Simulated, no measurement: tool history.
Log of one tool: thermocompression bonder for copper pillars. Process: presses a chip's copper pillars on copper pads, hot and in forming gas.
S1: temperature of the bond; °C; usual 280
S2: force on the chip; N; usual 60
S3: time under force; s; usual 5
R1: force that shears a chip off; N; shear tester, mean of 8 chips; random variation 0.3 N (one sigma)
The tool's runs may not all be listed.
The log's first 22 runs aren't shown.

run   hour   S1  S2  S3    R1
 23  354.8  287  40   7  41.8
 24  365.4  287  40   7  41.8
 25  374.9  289  81   5  69.2
 26  384.7  257  66  13  59.9
 27  400.8  257  66  13  59.8
     413.2  -- force cell calibrated, once more
 28  421.8  256  78   6  47.3
 29  432.5  280  60   3  37.1
 30    442  275  60   5  43.4
 31  455.8  297  53   3  39.3
 32  466.6  297  47   3  34.8
 33  480.7  297  47   3    35
 34    496  250  60   5  31.9
 35  511.5  269  48   5  31.9
 36    528  269  48   5  31.8
 37  541.2  269  66   3    35
 38    558  269  66   3  35.1
 39  577.2  280  88   5  61.7
     586.1  -- forming gas filter changed
 40  598.1  280  88   5  63.5

3 ways to go on from here, each from the tool as it stands after run 40. What would each give?
  A  618.2  280  61   3   ?
  B  618.2  280  49   7   ?
  C  618.2  284  76   5   ?

run    R1
  A  37.4
  B  43.2
  C  57.8
Without the tool's hidden state the same runs would have given:
run    R1
  A  40.2
  B  46.3
  C  61.4
